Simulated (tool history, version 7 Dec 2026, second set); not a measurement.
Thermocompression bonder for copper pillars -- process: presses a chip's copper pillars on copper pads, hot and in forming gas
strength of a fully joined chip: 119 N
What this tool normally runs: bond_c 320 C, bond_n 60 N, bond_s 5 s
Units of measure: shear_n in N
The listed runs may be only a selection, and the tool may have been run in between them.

run    hour  bond_c  bond_n  bond_s  shear_n
  1       0     320      60       5       74
  2    51.8     320      60       5     74.4
  3   111.6     320      60       5     74.1
  4   162.9     320      60       5       74
  5   212.3     320      60       5     74.3
  6   249.1     320      60       5     73.4
  7     288     320      60       5     73.7
  8   317.5     320      60      11     89.7
  9   361.2     296      60       5     61.7
 10   405.7     296      60       5     61.9
 11   458.8     296      60       5       62
      513.9  -- forming gas filter changed
 12   515.3     308      60       5     71.2
 13   551.9     320      60       5     76.9
      600.4  -- heater calibrated with a thermocouple chip
 14   616.5     334      60       5     79.6
 15   653.9     334      60       5     78.6
 16   712.5     334      60       5     78.2
 17   772.5     320      60       5     71.7
 18   814.4     320      60       5       72
 19   882.2     320      60       5     71.9
 20   943.9     320      60       5     71.5
 21   985.6     341      71       5     89.1
 22  1045.6     325      55       3       59
 23  1093.8     325      55       3     58.9
 24  1125.7     293      75      13     88.1
 25  1177.6     337      69       3     75.5
 26  1238.1     337      86       3     85.8
 27  1297.4     337      86       3     85.6
 28  1328.9     299      43       5     46.1
     1343.8  -- forming gas filter changed
 29  1379.6     320      76       3     75.9
 30  1445.8     342      76       3       86
 31  1497.9     344      45       6     74.3
 32  1549.1     320      49       8     73.7
 33  1602.9     307      60       5     67.3
 34  1642.3     307      60       5     67.7
 35  1675.6     322      40       8     64.4
 36  1743.7     291      38      11     53.1
 37    1803     291      38      11     53.3
 38    1855     340      43       8     75.7
 39  1884.6     301      68       3     60.3

For each run, the measured value with the value that run would have given without the tool's hidden condition subtracted. The run-to-run variation is shared by both, the gauge scatter possibly not:
Hidden state at play: true temperature of the bond over the reading, C; force that reaches the chip, % of what is set; oxide that the forming gas leaves, % of the face; drift of the gauge itself on shear_n, %.
run  shear_n
  1     +3.1
  2       +3
  3     +2.9
  4     +2.8
  5     +2.7
  6     +2.5
  7     +2.5
  8     +1.3
  9     +3.1
 10     +2.9
 11     +2.9
 12     +6.2
 13       +6
 14     +0.8
 15     +0.8
 16     +0.6
 17     +0.6
 18     +0.6
 19     +0.5
 20     +0.4
 21     -0.4
 22     +0.5
 23     +0.4
 24     -0.6
 25     -0.3
 26     -1.1
 27     -1.3
 28     +0.4
 29     +3.3
 30     +2.9
 31     +2.9
 32     +2.9
 33       +3
 34       +3
 35     +2.9
 36     +2.9
 37     +2.9
 38     +2.1
 39     +2.7

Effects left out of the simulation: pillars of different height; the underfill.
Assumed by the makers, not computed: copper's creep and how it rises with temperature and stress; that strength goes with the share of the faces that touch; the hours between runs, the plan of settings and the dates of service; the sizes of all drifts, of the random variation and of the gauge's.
